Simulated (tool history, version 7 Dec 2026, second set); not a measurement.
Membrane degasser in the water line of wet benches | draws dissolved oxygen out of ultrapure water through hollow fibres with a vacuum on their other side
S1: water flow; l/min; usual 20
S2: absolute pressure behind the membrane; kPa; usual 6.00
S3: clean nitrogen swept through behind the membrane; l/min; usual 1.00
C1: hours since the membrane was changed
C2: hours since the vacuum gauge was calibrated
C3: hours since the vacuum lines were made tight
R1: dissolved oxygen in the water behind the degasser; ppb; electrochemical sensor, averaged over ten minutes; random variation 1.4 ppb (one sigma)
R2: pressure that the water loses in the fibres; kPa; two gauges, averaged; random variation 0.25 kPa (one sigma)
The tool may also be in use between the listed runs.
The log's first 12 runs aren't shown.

Run 13, hour 831.9: usual settings but S1 14 l/min; C1 2294; C2 720; C3 7659. Result: R1 95.3 ppb, R2 46.66 kPa.
Run 14, hour 904.8: usual settings; C1 2367; C2 793; C3 7732. Result: R1 140.8 ppb, R2 66.43 kPa.
Run 15, hour 955.5: usual settings; C1 2418; C2 844; C3 7783. Result: R1 143.0 ppb, R2 66.57 kPa.
Run 16, hour 1005.3: usual settings; C1 2468; C2 894; C3 7833. Result: R1 140.0 ppb, R2 66.65 kPa.
Run 17, hour 1079.1: usual settings but S1 23 l/min, S2 6.54 kPa; C1 2541; C2 968; C3 7907. Result: R1 191.8 ppb, R2 76.31 kPa.
Run 18, hour 1173.7: usual settings but S1 27 l/min, S2 4.55 kPa, S3 0.45 l/min; C1 2636; C2 1062; C3 8001. Result: R1 194.3 ppb, R2 89.56 kPa.
Run 19, hour 1251.7: usual settings but S1 26 l/min, S2 4.27 kPa, S3 0.97 l/min; C1 2714; C2 1140; C3 8079. Result: R1 106.2 ppb, R2 86.27 kPa.
Run 20, hour 1324.0: usual settings but S1 26 l/min, S2 12.98 kPa, S3 2.90 l/min; C1 2786; C2 1213; C3 8151. Result: R1 249.4 ppb, R2 86.70 kPa.

The next listed run, before its measurement:
Run 21, hour 1418.1: usual settings but S1 26 l/min, S2 12.98 kPa, S3 2.90 l/min; C1 2880; C2 1307; C3 8246. Result: R1 ?, R2 ?.

{"run 21": {"R1": 248.0, "R2": 85.41}}
Without the tool's hidden state the same run would have given R1 247.8 ppb, R2 86.99 kPa.
